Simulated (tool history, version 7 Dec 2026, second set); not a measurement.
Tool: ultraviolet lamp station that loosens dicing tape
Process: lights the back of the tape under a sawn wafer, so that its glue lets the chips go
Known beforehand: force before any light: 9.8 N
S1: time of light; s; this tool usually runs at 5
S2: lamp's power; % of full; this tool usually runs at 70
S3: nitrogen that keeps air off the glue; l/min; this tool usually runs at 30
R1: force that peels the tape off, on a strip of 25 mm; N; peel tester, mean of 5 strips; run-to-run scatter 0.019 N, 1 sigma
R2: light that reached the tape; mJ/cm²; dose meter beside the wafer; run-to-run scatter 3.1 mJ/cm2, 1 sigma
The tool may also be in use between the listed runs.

{"run": 1, "hour": 0.0, "S1": 5, "S2": 70, "S3": 30, "R1": 0.936, "R2": 467}
{"run": 2, "hour": 43.1, "S1": 5, "S2": 70, "S3": 30, "R1": 0.946, "R2": 472}
{"run": 3, "hour": 77.1, "S1": 5, "S2": 70, "S3": 30, "R1": 0.91, "R2": 468}
{"run": 4, "hour": 114.2, "S1": 5, "S2": 98, "S3": 30, "R1": 0.45, "R2": 661}
{"run": 5, "hour": 145.2, "S1": 5, "S2": 98, "S3": 30, "R1": 0.437, "R2": 666}
{"run": 6, "hour": 175.6, "S1": 5, "S2": 98, "S3": 30, "R1": 0.429, "R2": 656}
{"run": 7, "hour": 200.1, "S1": 5, "S2": 70, "S3": 27, "R1": 1.0, "R2": 471}
{"run": 8, "hour": 219.7, "S1": 5, "S2": 62, "S3": 30, "R1": 1.188, "R2": 416}
{"run": 9, "hour": 239.0, "S1": 5, "S2": 62, "S3": 30, "R1": 1.155, "R2": 417}
{"run": 10, "hour": 268.8, "S1": 9, "S2": 62, "S3": 30, "R1": 0.347, "R2": 749}
{"run": 11, "hour": 311.4, "S1": 8, "S2": 70, "S3": 30, "R1": 0.342, "R2": 755}
{"run": 12, "hour": 342.6, "S1": 6, "S2": 70, "S3": 30, "R1": 0.654, "R2": 569}
{"run": 13, "hour": 379.5, "S1": 6, "S2": 70, "S3": 30, "R1": 0.612, "R2": 560}
{"run": 14, "hour": 418.6, "S1": 5, "S2": 70, "S3": 18, "R1": 1.237, "R2": 472}
{"run": 15, "hour": 443.1, "S1": 5, "S2": 70, "S3": 34, "R1": 0.883, "R2": 471}
{"run": 16, "hour": 475.5, "S1": 7, "S2": 70, "S3": 30, "R1": 0.448, "R2": 658}
{"run": 17, "hour": 511.8, "S1": 5, "S2": 70, "S3": 30, "R1": 0.94, "R2": 477}
{"run": 18, "hour": 545.2, "S1": 5, "S2": 70, "S3": 30, "R1": 0.915, "R2": 470}
{"run": 19, "hour": 576.5, "S1": 5, "S2": 70, "S3": 36, "R1": 0.87, "R2": 471}
{"run": 20, "hour": 604.0, "S1": 5, "S2": 70, "S3": 36, "R1": 0.845, "R2": 469}
{"run": 21, "hour": 644.5, "S1": 2, "S2": 84, "S3": 36, "R1": 2.903, "R2": 227}
{"run": 22, "hour": 667.2, "S1": 2, "S2": 84, "S3": 36, "R1": 2.81, "R2": 229}
{"run": 23, "hour": 692.6, "S1": 2, "S2": 84, "S3": 36, "R1": 2.898, "R2": 221}
{"hour": 719.8, "done": "window cleaned of glue's vapour"}
{"run": 24, "hour": 720.2, "S1": 2, "S2": 84, "S3": 55, "R1": 2.561, "R2": 224}
{"run": 25, "hour": 763.6, "S1": 2, "S2": 84, "S3": 55, "R1": 2.57, "R2": 224}
{"run": 26, "hour": 800.9, "S1": 8, "S2": 84, "S3": 11, "R1": 0.42, "R2": 900}
{"run": 27, "hour": 835.2, "S1": 5, "S2": 90, "S3": 30, "R1": 0.524, "R2": 609}
{"run": 28, "hour": 880.8, "S1": 3, "S2": 90, "S3": 51, "R1": 1.258, "R2": 365}
{"run": 29, "hour": 924.2, "S1": 5, "S2": 82, "S3": 31, "R1": 0.639, "R2": 555}
{"run": 30, "hour": 947.0, "S1": 5, "S2": 63, "S3": 30, "R1": 1.161, "R2": 427}
{"run": 31, "hour": 978.4, "S1": 5, "S2": 63, "S3": 30, "R1": 1.149, "R2": 426}
{"run": 32, "hour": 1014.0, "S1": 5, "S2": 63, "S3": 30, "R1": 1.125, "R2": 425}
{"run": 33, "hour": 1038.7, "S1": 5, "S2": 75, "S3": 21, "R1": 0.975, "R2": 505}

The next listed run, before its measurement:
{"run": 34, "hour": 1066.8, "S1": 2, "S2": 69, "S3": 25, "R1": "?", "R2": "?"}

Run 34 measured R1 3.797 N, R2 189 mJ/cm².
Were there no unlogged condition in the tool, this run, its random variation unchanged, would have produced R1 3.788 N, R2 189 mJ/cm².
